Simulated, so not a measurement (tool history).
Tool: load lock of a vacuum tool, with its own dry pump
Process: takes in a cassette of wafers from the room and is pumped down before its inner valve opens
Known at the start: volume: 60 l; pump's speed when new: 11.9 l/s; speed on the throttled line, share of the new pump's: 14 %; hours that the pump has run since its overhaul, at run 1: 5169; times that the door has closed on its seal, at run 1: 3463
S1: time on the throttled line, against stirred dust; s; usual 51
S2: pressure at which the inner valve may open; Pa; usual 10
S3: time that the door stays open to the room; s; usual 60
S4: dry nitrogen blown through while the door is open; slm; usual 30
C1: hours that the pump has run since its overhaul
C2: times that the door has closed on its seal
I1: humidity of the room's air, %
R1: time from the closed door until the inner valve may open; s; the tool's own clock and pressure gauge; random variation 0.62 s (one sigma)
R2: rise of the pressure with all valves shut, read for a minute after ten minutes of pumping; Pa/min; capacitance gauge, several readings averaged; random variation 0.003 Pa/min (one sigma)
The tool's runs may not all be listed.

run    hour  S1  S2   S3  S4     C1     C2    I1     R1     R2
  1       0  51  10   60  30   5169   3463  47.2   92.6  0.027
  2   339.9  51  10   60  30   5509   4026  44.7   92.8  0.025
  3   595.6  51  10   51  30   5764   4450  47.2   92.8  0.026
  4   771.2  51  10   51  30   5940   4741  43.4   93.5   0.02
  5     974  51   7   51  30   6143   5077  43.9   95.5  0.024
  6  1318.1  51   7   51  30   6487   5647  46.2   94.9  0.026
  7    1566  51   7   51  30   6735   6057  45.7   95.3   0.03
  8  1754.1  51  10   60  30   6923   6369  44.2     93  0.028
  9  2078.9  51  10   60  30   7248   6907  43.7   93.1  0.033
 10    2300  51  10   60  30   7469   7273    47   94.1  0.028
 11  2646.5  51  10   43  30   7815   7847  42.9   93.5  0.033
 12  2907.4  51  10   60  30   8076   8279  44.4   93.9  0.033
 13  3184.9  51  10   60  30   8354   8739  48.2   94.3  0.035
 14  3443.1  51   7  108   4   8612   9166    40   96.3  0.058
 15  3678.3  51   7  108   4   8847   9556  44.9   97.9  0.064
 16    3958  51   7  108  43   9127  10019  44.3   96.5  0.035
 17  4206.4  63  10   60   5   9375  10431  45.4  104.3  0.048
 18  4447.6  86  10   59  27   9616  10830  45.2  124.2  0.041
 19  4631.7  31  18   37   7   9800  11135  44.2   74.8  0.041
 20  4797.1  52  10   60  26   9966  11409  47.6   96.4  0.036
 21  5081.6  52  10   60  26  10250  11880    45   94.7  0.043
 22  5362.8  52  10   60  26  10532  12346  45.8   96.1   0.04
 23  5641.4  51  10  113   7  10810  12807  48.6   96.1  0.072
 24  5934.9  51  10   93   5  11104  13294  50.2   96.9  0.073
 25    6212  51  10   60  30  11381  13753  42.6   94.9  0.039

5 ways to go on from here, each from the tool as it stands after run 25. What would each give?
  A  6463.2  51  10   60   7  11632  14169  45.4   ?   ?
  B  6463.2  51  11   26  30  11632  14169    47   ?   ?
  C  6463.2  51   8  172  10  11632  14169  44.9   ?   ?
  D  6463.2  71  13   60  30  11632  14169  45.2   ?   ?
  E  6463.2  84  10   60  30  11632  14169  43.9   ?   ?

run     R1     R2
  A   94.8  0.058
  B   95.8  0.037
  C   96.2  0.091
  D  111.5  0.045
  E  124.2  0.053
Without the tool's hidden state the same runs would have given:
run     R1     R2
  A   89.2  0.036
  B   90.4  0.014
  C   90.6  0.068
  D  106.6  0.023
  E  119.3   0.03

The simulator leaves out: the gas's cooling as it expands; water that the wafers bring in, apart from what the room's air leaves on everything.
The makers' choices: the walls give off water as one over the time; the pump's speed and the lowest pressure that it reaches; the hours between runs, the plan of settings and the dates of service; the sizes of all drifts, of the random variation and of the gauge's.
